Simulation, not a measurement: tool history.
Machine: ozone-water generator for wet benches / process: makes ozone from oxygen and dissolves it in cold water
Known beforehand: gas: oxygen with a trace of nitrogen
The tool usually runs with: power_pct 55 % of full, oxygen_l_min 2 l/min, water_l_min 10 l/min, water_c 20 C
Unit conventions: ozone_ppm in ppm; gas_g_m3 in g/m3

run,day,power_pct,oxygen_l_min,water_l_min,water_c,ozone_ppm,gas_g_m3
1,0,55,2,10,20,20.2,216
2,2.5,55,1.33,10,20,19.5,268.7
3,3.946,55,2,10,20,20.3,215.9
4,6.342,55,2.04,10,20,20.3,214.4
5,7.783,55,2.04,10,20,20.5,213.3
6,9.671,55,2.04,10,20,20.4,214.1
7,11.354,55,2.04,10,20,20.5,212
8,12.758,55,2,10,20,20.3,217.2
9,15.188,55,2,10,20,20.2,219
10,16.9,55,2,10,20,20.3,217.2
11,19.729,55,2,10,20,20.1,217.2
12,21.729,66,2,10,20,22.4,239.6
13,24.154,66,2,10,20,22.5,240.9
14,27.262,78,3.53,10,20,24.7,194.6
15,28.912,78,1.31,15,20,15.4,328.1

Run 16 has not been measured yet. What should we expect?
16,31.096,42,2.18,10,27,?,?

ozone_ppm: 15.9 ppm
gas_g_m3: 182 g/m3
On a tool with no hidden condition, and with the same random variation, this run would have come out at ozone_ppm 15.9 ppm, gas_g_m3 178.8 g/m3.
